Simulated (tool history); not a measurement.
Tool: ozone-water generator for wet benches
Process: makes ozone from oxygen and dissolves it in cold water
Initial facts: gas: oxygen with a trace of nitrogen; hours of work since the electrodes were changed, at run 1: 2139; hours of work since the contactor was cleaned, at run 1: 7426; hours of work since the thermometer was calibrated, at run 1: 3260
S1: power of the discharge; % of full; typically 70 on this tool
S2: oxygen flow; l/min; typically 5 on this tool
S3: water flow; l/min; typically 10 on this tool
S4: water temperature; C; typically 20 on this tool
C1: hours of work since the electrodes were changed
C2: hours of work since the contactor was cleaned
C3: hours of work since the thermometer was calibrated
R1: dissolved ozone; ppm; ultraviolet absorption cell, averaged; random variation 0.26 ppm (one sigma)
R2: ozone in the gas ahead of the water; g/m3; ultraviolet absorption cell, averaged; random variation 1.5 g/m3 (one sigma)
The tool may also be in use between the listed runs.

run,hour,S1,S2,S3,S4,C1,C2,C3,R1,R2
1,0,70,5,10,20,2139,7426,3260,35.2,264.6
# hour 34.1: contactor cleaned
2,58.4,70,5,10,20,2178,18,3299,38,264.1
3,112,70,5,10,20,2217,56,3338,37.5,262.8
4,190.2,70,5,10,20,2273,113,3395,37.8,262.7
5,269.2,70,5,10,20,2331,170,3452,37.3,261.9
6,364.7,70,5,10,20,2400,239,3521,37.7,262
7,461,70,5,10,20,2469,309,3590,36.9,263.2
8,575.8,70,5,11,20,2552,392,3674,35.1,259.3
9,653.7,70,5,11,20,2609,448,3730,35.1,259.5
10,755.4,70,5,11,13,2682,522,3804,39.5,260.8
11,860.1,70,5,11,13,2758,598,3879,39.3,260.3
12,909.3,70,5,11,13,2794,633,3915,39.5,257.5
13,997.5,70,5,10,20,2858,697,3979,36.6,259.7
14,1065.4,70,5,10,20,2907,746,4028,37.2,258.5
15,1116.5,70,5,10,20,2944,783,4065,36.4,256.2
16,1217.3,70,5,10,20,3017,856,4138,36.4,257.6
17,1295.9,70,6.55,10,20,3074,913,4195,33.9,218.8
18,1349.2,70,6.47,6,20,3112,952,4233,42.8,217.7
19,1448.2,70,5,6,20,3184,1023,4305,47,254.2
# hour 1458.5: water thermometer calibrated
20,1497.3,70,5,6,20,3219,1058,28,47.5,257
21,1566.9,70,5.27,7,15,3269,1109,78,48.2,249.6
22,1652.8,70,5.27,7,15,3331,1171,141,48.4,250
23,1703.3,70,2.73,8,20,3368,1208,177,46.9,372.3
24,1753,53,2.66,13,15,3404,1243,213,29.9,322.9
25,1841.1,53,2.66,13,15,3468,1307,277,30,325.5
26,1908.6,53,2.53,13,15,3517,1356,326,29.2,334.2
27,2011,53,2.53,13,15,3591,1430,400,29.6,332.9
# hour 2063: water thermometer calibrated, once more
28,2125.1,85,3.14,9,21,3673,1512,45,45.8,376.8
29,2205.4,85,3.14,9,21,3731,1570,103,46.7,376.5
30,2259.1,56,4.52,7,20,3770,1609,142,40,238.9
31,2374.7,47,5,10,20,3853,1693,226,28.7,202.2
32,2448.1,68,8.27,6,24,3907,1746,279,33.9,180.5

Forecast each of these 3 alternatives for the next run:
A,2563.4,48,2.56,16,24,3990,1830,362,?,?
B,2563.4,70,5,10,20,3990,1830,362,?,?
C,2563.4,70,5,8,20,3990,1830,362,?,?

run,R1,R2
A,20.7,313
B,36,251.1
C,40.5,253.3
With the hidden condition removed and each run's random variation left untouched, the same runs would have given:
run,R1,R2
A,22.8,336.3
B,40.3,275.1
C,45.3,277.5

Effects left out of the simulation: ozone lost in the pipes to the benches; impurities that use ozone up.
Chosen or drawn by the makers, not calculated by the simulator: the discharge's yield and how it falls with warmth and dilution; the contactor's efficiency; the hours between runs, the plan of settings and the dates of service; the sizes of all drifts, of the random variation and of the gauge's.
